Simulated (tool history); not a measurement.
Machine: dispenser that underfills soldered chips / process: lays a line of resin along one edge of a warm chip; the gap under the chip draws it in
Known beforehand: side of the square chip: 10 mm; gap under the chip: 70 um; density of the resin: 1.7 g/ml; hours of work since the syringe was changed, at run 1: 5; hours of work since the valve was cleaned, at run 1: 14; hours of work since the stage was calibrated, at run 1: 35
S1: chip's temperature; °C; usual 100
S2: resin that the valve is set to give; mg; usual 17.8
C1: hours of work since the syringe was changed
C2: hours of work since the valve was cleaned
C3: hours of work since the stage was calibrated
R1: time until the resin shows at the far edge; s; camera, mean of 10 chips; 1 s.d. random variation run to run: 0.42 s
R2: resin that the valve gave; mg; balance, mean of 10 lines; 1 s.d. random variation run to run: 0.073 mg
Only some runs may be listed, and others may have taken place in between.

run 1 day=0 | S1=100 S2=17.8 | C1=5 C2=14 C3=35 | R1=42.9 R2=17.58
-- day=0.167 new syringe of resin
run 2 day=0.246 | S1=100 S2=18 | C1=1 C2=18 C3=39 | R1=32.3 R2=17.71
run 3 day=0.45 | S1=100 S2=17.8 | C1=5 C2=21 C3=42 | R1=44 R2=17.57
-- day=0.621 new syringe of resin
run 4 day=0.679 | S1=100 S2=19 | C1=1 C2=25 C3=46 | R1=31.1 R2=18.66
run 5 day=0.838 | S1=100 S2=19 | C1=4 C2=28 C3=49 | R1=40.2 R2=18.68
run 6 day=1.042 | S1=100 S2=18 | C1=7 C2=31 C3=52 | R1=53.9 R2=17.51
-- day=1.079 new syringe of resin
run 7 day=1.321 | S1=100 S2=18 | C1=4 C2=36 C3=57 | R1=41.1 R2=17.63
run 8 day=1.475 | S1=100 S2=17.8 | C1=7 C2=39 C3=59 | R1=51.4 R2=17.37
-- day=1.525 new syringe of resin
run 9 day=1.746 | S1=100 S2=17.8 | C1=4 C2=43 C3=64 | R1=40 R2=17.21
run 10 day=1.867 | S1=100 S2=17.8 | C1=6 C2=45 C3=66 | R1=47 R2=17.43
-- day=1.988 new syringe of resin
run 11 day=2.142 | S1=93 S2=20.2 | C1=3 C2=50 C3=70 | R1=50.4 R2=19.58
run 12 day=2.379 | S1=93 S2=20.8 | C1=7 C2=54 C3=74 | R1=68.2 R2=20.22
-- day=2.433 new syringe of resin
run 13 day=2.521 | S1=91 S2=19.4 | C1=2 C2=56 C3=77 | R1=48.5 R2=18.7
run 14 day=2.692 | S1=91 S2=19.4 | C1=4 C2=59 C3=80 | R1=62.4 R2=18.62
run 15 day=2.85 | S1=91 S2=19.4 | C1=7 C2=61 C3=82 | R1=76.4 R2=18.72
-- day=2.888 new syringe of resin
run 16 day=3.1 | S1=87 S2=18.3 | C1=4 C2=66 C3=86 | R1=71.6 R2=17.59
run 17 day=3.262 | S1=92 S2=17.4 | C1=6 C2=68 C3=89 | R1=71.1 R2=16.71
-- day=3.338 new syringe of resin
run 18 day=3.408 | S1=111 S2=15.1 | C1=1 C2=71 C3=91 | R1=22.4 R2=14.32
run 19 day=3.642 | S1=113 S2=16.5 | C1=5 C2=75 C3=95 | R1=28.5 R2=15.8
run 20 day=3.767 | S1=109 S2=21.4 | C1=7 C2=77 C3=98 | R1=37.8 R2=20.37

Below are 5 alternative next runs, each starting from the tool's condition after run 20. Predict each:
-- day=3.8 new syringe of resin
run A day=3.942 | S1=113 S2=19.1 | C1=2 C2=79 C3=100 | R1=? R2=?
-- day=3.8 new syringe of resin
run B day=3.942 | S1=114 S2=21.4 | C1=2 C2=79 C3=100 | R1=? R2=?
-- day=3.8 new syringe of resin
run C day=3.942 | S1=114 S2=18.6 | C1=2 C2=79 C3=100 | R1=? R2=?
-- day=3.8 new syringe of resin
run D day=3.942 | S1=110 S2=17.8 | C1=2 C2=79 C3=100 | R1=? R2=?
-- day=3.8 new syringe of resin
run E day=3.942 | S1=100 S2=19.2 | C1=2 C2=79 C3=100 | R1=? R2=?

run=A R1=21.3 R2=18.25
run=B R1=19.9 R2=20.45
run=C R1=20.7 R2=17.68
run=D R1=24.8 R2=17.08
run=E R1=36.2 R2=18.26
Without the tool's hidden state the same runs would have given:
run=A R1=16.9 R2=19.2
run=B R1=15.9 R2=21.51
run=C R1=16.5 R2=18.6
run=D R1=19.7 R2=17.97
run=E R1=28.7 R2=19.21

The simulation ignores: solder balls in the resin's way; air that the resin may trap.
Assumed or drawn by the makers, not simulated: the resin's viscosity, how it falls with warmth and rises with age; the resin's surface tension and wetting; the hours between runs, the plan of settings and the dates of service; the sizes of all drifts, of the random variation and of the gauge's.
